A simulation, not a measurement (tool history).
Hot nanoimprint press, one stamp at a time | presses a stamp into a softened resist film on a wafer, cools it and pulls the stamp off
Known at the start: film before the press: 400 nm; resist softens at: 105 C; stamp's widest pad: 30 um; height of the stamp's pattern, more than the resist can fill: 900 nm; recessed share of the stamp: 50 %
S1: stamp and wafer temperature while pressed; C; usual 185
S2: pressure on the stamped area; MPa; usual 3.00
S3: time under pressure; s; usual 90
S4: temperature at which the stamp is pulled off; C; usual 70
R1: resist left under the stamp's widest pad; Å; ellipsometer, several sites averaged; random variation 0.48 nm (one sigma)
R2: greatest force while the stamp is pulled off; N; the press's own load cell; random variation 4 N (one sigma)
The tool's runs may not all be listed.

{"run": 1, "day": 0.0, "S1": 185, "S2": 3.0, "S3": 90, "S4": 70, "R1": 2150, "R2": 190}
{"run": 2, "day": 1.662, "S1": 185, "S2": 3.26, "S3": 90, "S4": 70, "R1": 2093, "R2": 207}
{"run": 3, "day": 3.529, "S1": 185, "S2": 3.26, "S3": 90, "S4": 70, "R1": 2096, "R2": 206}
{"day": 5.633, "done": "plate thermocouple calibrated"}
{"run": 4, "day": 7.079, "S1": 185, "S2": 3.26, "S3": 90, "S4": 70, "R1": 2039, "R2": 217}
{"run": 5, "day": 9.642, "S1": 185, "S2": 3.26, "S3": 90, "S4": 70, "R1": 2047, "R2": 230}
{"day": 12.154, "done": "press's hydraulic seals changed and the load cell set to zero"}
{"run": 6, "day": 12.871, "S1": 185, "S2": 3.26, "S3": 90, "S4": 70, "R1": 1982, "R2": 240}
{"run": 7, "day": 15.462, "S1": 185, "S2": 3.26, "S3": 90, "S4": 70, "R1": 1994, "R2": 256}
{"run": 8, "day": 17.633, "S1": 185, "S2": 4.67, "S3": 90, "S4": 70, "R1": 1704, "R2": 256}
{"run": 9, "day": 19.058, "S1": 185, "S2": 4.67, "S3": 90, "S4": 70, "R1": 1713, "R2": 259}
{"run": 10, "day": 20.717, "S1": 185, "S2": 4.67, "S3": 90, "S4": 70, "R1": 1718, "R2": 280}
{"day": 23.288, "done": "stamp cleaned and given a new release coat"}
{"run": 11, "day": 23.479, "S1": 185, "S2": 3.0, "S3": 90, "S4": 70, "R1": 2076, "R2": 197}
{"run": 12, "day": 25.229, "S1": 185, "S2": 3.0, "S3": 90, "S4": 70, "R1": 2071, "R2": 200}
{"run": 13, "day": 26.879, "S1": 185, "S2": 3.0, "S3": 56, "S4": 70, "R1": 2440, "R2": 197}
{"run": 14, "day": 29.196, "S1": 194, "S2": 3.0, "S3": 90, "S4": 70, "R1": 1643, "R2": 212}
{"run": 15, "day": 31.379, "S1": 194, "S2": 3.0, "S3": 90, "S4": 70, "R1": 1649, "R2": 225}
{"run": 16, "day": 33.867, "S1": 195, "S2": 3.0, "S3": 90, "S4": 70, "R1": 1614, "R2": 244}
{"run": 17, "day": 35.867, "S1": 195, "S2": 3.0, "S3": 90, "S4": 70, "R1": 1613, "R2": 241}
{"run": 18, "day": 38.592, "S1": 185, "S2": 2.57, "S3": 167, "S4": 77, "R1": 1784, "R2": 227}
{"run": 19, "day": 40.775, "S1": 185, "S2": 2.57, "S3": 167, "S4": 77, "R1": 1782, "R2": 237}
{"run": 20, "day": 44.079, "S1": 185, "S2": 3.0, "S3": 176, "S4": 67, "R1": 1639, "R2": 291}
{"day": 45.929, "done": "stamp cleaned and given a new release coat"}
{"run": 21, "day": 46.446, "S1": 178, "S2": 3.7, "S3": 162, "S4": 68, "R1": 1918, "R2": 207}
{"day": 47.808, "done": "plate thermocouple calibrated"}
{"run": 22, "day": 49.454, "S1": 185, "S2": 3.07, "S3": 90, "S4": 77, "R1": 2049, "R2": 185}
{"run": 23, "day": 52.525, "S1": 178, "S2": 3.4, "S3": 47, "S4": 70, "R1": 2851, "R2": 218}
{"run": 24, "day": 54.121, "S1": 178, "S2": 3.4, "S3": 47, "S4": 70, "R1": 2843, "R2": 220}
{"run": 25, "day": 56.25, "S1": 178, "S2": 3.4, "S3": 47, "S4": 70, "R1": 2850, "R2": 236}
{"run": 26, "day": 57.925, "S1": 175, "S2": 2.82, "S3": 157, "S4": 57, "R1": 2295, "R2": 282}
{"run": 27, "day": 60.138, "S1": 196, "S2": 3.89, "S3": 160, "S4": 68, "R1": 1094, "R2": 255}
{"run": 28, "day": 63.162, "S1": 196, "S2": 3.89, "S3": 160, "S4": 68, "R1": 1097, "R2": 264}
{"run": 29, "day": 65.417, "S1": 191, "S2": 3.0, "S3": 163, "S4": 70, "R1": 1416, "R2": 267}

5 ways to go on from here, each from the tool as it stands after run 29. What would each give?
{"run": "A", "day": 67.062, "S1": 185, "S2": 3.0, "S3": 90, "S4": 77, "R1": "?", "R2": "?"}
{"run": "B", "day": 67.062, "S1": 186, "S2": 4.45, "S3": 90, "S4": 62, "R1": "?", "R2": "?"}
{"run": "C", "day": 67.062, "S1": 191, "S2": 2.53, "S3": 97, "S4": 70, "R1": "?", "R2": "?"}
{"run": "D", "day": 67.062, "S1": 185, "S2": 2.16, "S3": 90, "S4": 70, "R1": "?", "R2": "?"}
{"run": "E", "day": 67.062, "S1": 194, "S2": 3.0, "S3": 121, "S4": 61, "R1": "?", "R2": "?"}

run=A R1=2095 R2=243
run=B R1=1750 R2=305
run=C R1=1881 R2=278
run=D R1=2374 R2=278
run=E R1=1476 R2=309
Without the tool's hidden state the same runs would have given:
run=A R1=2034 R2=170
run=B R1=1678 R2=213
run=C R1=1829 R2=194
run=D R1=2322 R2=194
run=E R1=1428 R2=215
